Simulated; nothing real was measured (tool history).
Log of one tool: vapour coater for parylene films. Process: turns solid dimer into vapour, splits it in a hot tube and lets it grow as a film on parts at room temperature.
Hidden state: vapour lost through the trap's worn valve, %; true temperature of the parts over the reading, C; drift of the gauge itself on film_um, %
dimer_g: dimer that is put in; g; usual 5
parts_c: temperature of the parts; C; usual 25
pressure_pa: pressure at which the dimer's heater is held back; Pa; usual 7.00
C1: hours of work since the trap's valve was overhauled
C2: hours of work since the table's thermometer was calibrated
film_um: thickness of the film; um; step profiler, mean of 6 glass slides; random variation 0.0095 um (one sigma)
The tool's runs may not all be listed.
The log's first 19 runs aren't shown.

{"run": 20, "day": 26.408, "dimer_g": 5, "parts_c": 25, "pressure_pa": 7.0, "C1": 326, "C2": 1864, "film_um": 0.892}
{"run": 21, "day": 27.804, "dimer_g": 3, "parts_c": 25, "pressure_pa": 7.0, "C1": 356, "C2": 1894, "film_um": 0.536}
{"run": 22, "day": 29.138, "dimer_g": 5, "parts_c": 25, "pressure_pa": 7.0, "C1": 384, "C2": 1922, "film_um": 0.895}
{"day": 29.329, "done": "table's thermometer calibrated"}
{"run": 23, "day": 30.175, "dimer_g": 5, "parts_c": 25, "pressure_pa": 7.0, "C1": 405, "C2": 18, "film_um": 0.876}
{"run": 24, "day": 31.558, "dimer_g": 5, "parts_c": 25, "pressure_pa": 7.0, "C1": 435, "C2": 48, "film_um": 0.884}
{"run": 25, "day": 32.892, "dimer_g": 5, "parts_c": 25, "pressure_pa": 7.0, "C1": 463, "C2": 76, "film_um": 0.872}
{"run": 26, "day": 33.983, "dimer_g": 3, "parts_c": 28, "pressure_pa": 7.0, "C1": 487, "C2": 99, "film_um": 0.487}
{"run": 27, "day": 35.496, "dimer_g": 5, "parts_c": 20, "pressure_pa": 7.99, "C1": 519, "C2": 131, "film_um": 0.946}
{"run": 28, "day": 36.446, "dimer_g": 5, "parts_c": 21, "pressure_pa": 8.94, "C1": 539, "C2": 152, "film_um": 0.898}
{"day": 36.904, "done": "table's thermometer calibrated, once more"}
{"run": 29, "day": 38.0, "dimer_g": 7, "parts_c": 19, "pressure_pa": 8.94, "C1": 571, "C2": 23, "film_um": 1.355}
{"run": 30, "day": 38.746, "dimer_g": 3, "parts_c": 34, "pressure_pa": 10.6, "C1": 587, "C2": 39, "film_um": 0.382}
{"run": 31, "day": 39.579, "dimer_g": 3, "parts_c": 34, "pressure_pa": 10.6, "C1": 605, "C2": 57, "film_um": 0.383}
{"run": 32, "day": 40.904, "dimer_g": 3, "parts_c": 34, "pressure_pa": 10.6, "C1": 633, "C2": 85, "film_um": 0.373}
{"run": 33, "day": 41.821, "dimer_g": 5, "parts_c": 31, "pressure_pa": 9.05, "C1": 653, "C2": 105, "film_um": 0.709}

Run 34 comes next. What will it give?
{"day": 43.529, "done": "trap's valve overhauled"}
{"run": 34, "day": 43.529, "dimer_g": 2, "parts_c": 25, "pressure_pa": 7.0, "C1": 0, "C2": 138, "film_um": "?"}

film_um: 0.378 um
Without the tool's hidden state the same run would have given film_um 0.379 um.
